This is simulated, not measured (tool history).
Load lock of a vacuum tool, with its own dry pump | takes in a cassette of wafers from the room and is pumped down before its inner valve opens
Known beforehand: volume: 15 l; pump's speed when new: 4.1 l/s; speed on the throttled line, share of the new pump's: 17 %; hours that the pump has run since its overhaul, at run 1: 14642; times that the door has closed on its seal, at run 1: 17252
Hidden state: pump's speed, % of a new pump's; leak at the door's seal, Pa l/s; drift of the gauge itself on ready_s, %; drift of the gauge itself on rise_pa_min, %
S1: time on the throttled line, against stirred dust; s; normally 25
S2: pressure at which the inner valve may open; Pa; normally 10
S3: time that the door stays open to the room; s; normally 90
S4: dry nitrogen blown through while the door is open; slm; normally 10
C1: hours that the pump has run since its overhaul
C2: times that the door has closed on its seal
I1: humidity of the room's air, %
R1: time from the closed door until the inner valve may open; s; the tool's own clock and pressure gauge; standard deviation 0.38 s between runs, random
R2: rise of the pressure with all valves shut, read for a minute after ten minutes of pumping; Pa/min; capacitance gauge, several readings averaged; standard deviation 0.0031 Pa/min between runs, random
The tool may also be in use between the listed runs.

run 1 day=0 | S1=25 S2=10 S3=90 S4=10 | C1=14642 C2=17252 | I1=47.6 | R1=58.6 R2=0.161
run 2 day=10.962 | S1=25 S2=10 S3=90 S4=10 | C1=14905 C2=17728 | I1=41.5 | R1=58.9 R2=0.146
run 3 day=20 | S1=25 S2=10 S3=90 S4=10 | C1=15122 C2=18119 | I1=46.3 | R1=58.9 R2=0.162
run 4 day=28.621 | S1=25 S2=10 S3=90 S4=10 | C1=15329 C2=18493 | I1=45.4 | R1=58.6 R2=0.157
run 5 day=40.196 | S1=25 S2=10 S3=90 S4=10 | C1=15607 C2=18994 | I1=45.3 | R1=59.1 R2=0.169
run 6 day=51.329 | S1=25 S2=10 S3=90 S4=10 | C1=15874 C2=19477 | I1=44.8 | R1=59.4 R2=0.169
run 7 day=58.633 | S1=25 S2=10 S3=90 S4=10 | C1=16049 C2=19794 | I1=46 | R1=59.5 R2=0.172
run 8 day=64.546 | S1=25 S2=10 S3=90 S4=10 | C1=16191 C2=20050 | I1=45.5 | R1=58.8 R2=0.175
run 9 day=70.212 | S1=25 S2=19 S3=90 S4=10 | C1=16327 C2=20295 | I1=44.1 | R1=56.4 R2=0.172
run 10 day=82.621 | S1=25 S2=19 S3=90 S4=10 | C1=16625 C2=20833 | I1=41.9 | R1=55.9 R2=0.173
run 11 day=90.596 | S1=25 S2=16 S3=90 S4=10 | C1=16816 C2=21179 | I1=44.9 | R1=56.4 R2=0.179
run 12 day=101.342 | S1=25 S2=10 S3=90 S4=10 | C1=17074 C2=21645 | I1=48.5 | R1=59.2 R2=0.186
run 13 day=109.633 | S1=25 S2=10 S3=90 S4=10 | C1=17273 C2=22004 | I1=42.4 | R1=58.8 R2=0.183
run 14 day=117.125 | S1=25 S2=10 S3=90 S4=10 | C1=17453 C2=22329 | I1=47.1 | R1=59.5 R2=0.194
run 15 day=124.354 | S1=25 S2=10 S3=90 S4=10 | C1=17626 C2=22642 | I1=48.5 | R1=59.4 R2=0.202
run 16 day=134.996 | S1=25 S2=10 S3=90 S4=10 | C1=17882 C2=23103 | I1=47.4 | R1=59.4 R2=0.208
run 17 day=140.667 | S1=25 S2=8 S3=150 S4=10 | C1=18018 C2=23349 | I1=43.2 | R1=60.8 R2=0.213
run 18 day=146.879 | S1=47 S2=10 S3=90 S4=10 | C1=18167 C2=23618 | I1=47.4 | R1=77 R2=0.203
run 19 day=159.692 | S1=14 S2=10 S3=33 S4=10 | C1=18474 C2=24174 | I1=45.5 | R1=50.6 R2=0.187
run 20 day=165.692 | S1=14 S2=10 S3=33 S4=10 | C1=18618 C2=24434 | I1=43.3 | R1=51.4 R2=0.188
run 21 day=174.542 | S1=38 S2=14 S3=104 S4=37 | C1=18831 C2=24817 | I1=44.3 | R1=69 R2=0.187
run 22 day=185.854 | S1=38 S2=14 S3=104 S4=37 | C1=19102 C2=25308 | I1=47.2 | R1=69.5 R2=0.186
run 23 day=191.242 | S1=28 S2=10 S3=151 S4=10 | C1=19232 C2=25541 | I1=45 | R1=63 R2=0.232
run 24 day=204.058 | S1=25 S2=7 S3=41 S4=10 | C1=19539 C2=26097 | I1=46.3 | R1=61.4 R2=0.211
-- day=210.196 dry pump taken out, an overhauled one fitted
run 25 day=210.196 | S1=25 S2=7 S3=41 S4=10 | C1=0 C2=26352 | I1=43.6 | R1=56 R2=0.211
run 26 day=219.058 | S1=25 S2=7 S3=41 S4=10 | C1=213 C2=26736 | I1=49.4 | R1=55.7 R2=0.216
run 27 day=226.029 | S1=18 S2=10 S3=90 S4=10 | C1=380 C2=27038 | I1=46.9 | R1=49.4 R2=0.232
run 28 day=238.712 | S1=25 S2=10 S3=56 S4=7 | C1=684 C2=27588 | I1=44.7 | R1=55 R2=0.233
run 29 day=249.408 | S1=22 S2=10 S3=90 S4=10 | C1=941 C2=28052 | I1=46.5 | R1=52.2 R2=0.238

3 ways to go on from here, each from the tool as it stands after run 29. What would each give?
run A day=256.371 | S1=22 S2=11 S3=90 S4=10 | C1=1108 C2=28353 | I1=44.9 | R1=? R2=?
run B day=256.371 | S1=31 S2=10 S3=90 S4=13 | C1=1108 C2=28353 | I1=45.9 | R1=? R2=?
run C day=256.371 | S1=32 S2=9 S3=90 S4=10 | C1=1108 C2=28353 | I1=44.7 | R1=? R2=?

run=A R1=52.1 R2=0.247
run=B R1=60 R2=0.234
run=C R1=61.8 R2=0.252
Had the tool no hidden state, the same runs would have come out as:
run=A R1=52 R2=0.073
run=B R1=59.8 R2=0.063
run=C R1=61.7 R2=0.079

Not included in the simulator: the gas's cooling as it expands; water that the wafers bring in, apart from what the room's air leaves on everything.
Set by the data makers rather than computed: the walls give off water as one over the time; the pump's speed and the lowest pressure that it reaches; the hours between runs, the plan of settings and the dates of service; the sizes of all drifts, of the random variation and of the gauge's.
